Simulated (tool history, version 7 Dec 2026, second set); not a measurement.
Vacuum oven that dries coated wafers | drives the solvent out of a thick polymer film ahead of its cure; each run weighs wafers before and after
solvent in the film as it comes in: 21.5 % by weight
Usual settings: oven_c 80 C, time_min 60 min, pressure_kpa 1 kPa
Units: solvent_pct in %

run	day	oven_c	time_min	pressure_kpa	solvent_pct
1	0	80	60	1	3.57
2	0.575	80	60	1	3.55
3	0.942	80	60	1	3.59
4	1.221	80	60	1	3.55
5	1.496	80	60	1	3.57
6	1.812	80	70	1	2.91
7	2.112	83	70	1	1.94
8	2.704	83	70	1	1.94
9	3.221	80	60	1	3.59
10	3.533	80	60	1	3.62
11	3.95	80	60	1	3.58
12	4.225	80	60	0.87	3.5
13	4.579	80	60	0.87	3.51
14	4.862	80	60	1	3.63
15	5.258	80	32	1	7.12
16	5.858	80	32	1	7.3
17	6.358	80	32	1	7.18
18	6.629	80	32	1	7.09
19	7.096	80	32	1.69	7.69
20	7.55	71	51	0.8	9
21	7.817	71	51	0.8	8.95
22	8.242	71	51	0.8	8.9
23	8.579	91	60	0.71	0.69
24	9.188	80	37	1.64	6.81
25	9.588	80	79	0.85	2.33
26	9.862	80	33	0.85	6.98
27	10.192	80	33	0.85	6.82
28	10.729	95	60	0.89	0.58
29	11.338	95	60	0.89	0.56
30	11.967	69	64	1.56	9.39
31	12.5	69	64	1.56	9.33
32	13.058	81	84	1.39	2.36
33	13.338	90	84	1.39	0.9
34	13.867	92	47	1	1.01
35	14.442	77	32	1	8.71

Measured less the same run without the tool's hidden state. The same run-to-run variation is in both; the gauge's scatter may not be:
The hidden state here: true wafer temperature over the reading, C; true pressure over the reading, kPa; drift of the gauge itself on solvent_pct, %.
run	solvent_pct
1	-0.09
2	-0.09
3	-0.09
4	-0.09
5	-0.09
6	-0.08
7	-0.05
8	-0.05
9	-0.1
10	-0.1
11	-0.09
12	-0.09
13	-0.09
14	-0.09
15	-0.13
16	-0.13
17	-0.13
18	-0.13
19	-0.13
20	-0.12
21	-0.12
22	-0.12
23	+0.01
24	-0.13
25	-0.05
26	-0.14
27	-0.13
28	+0.03
29	+0.03
30	-0.12
31	-0.12
32	-0.02
33	+0.04
34	+0
35	-0.14
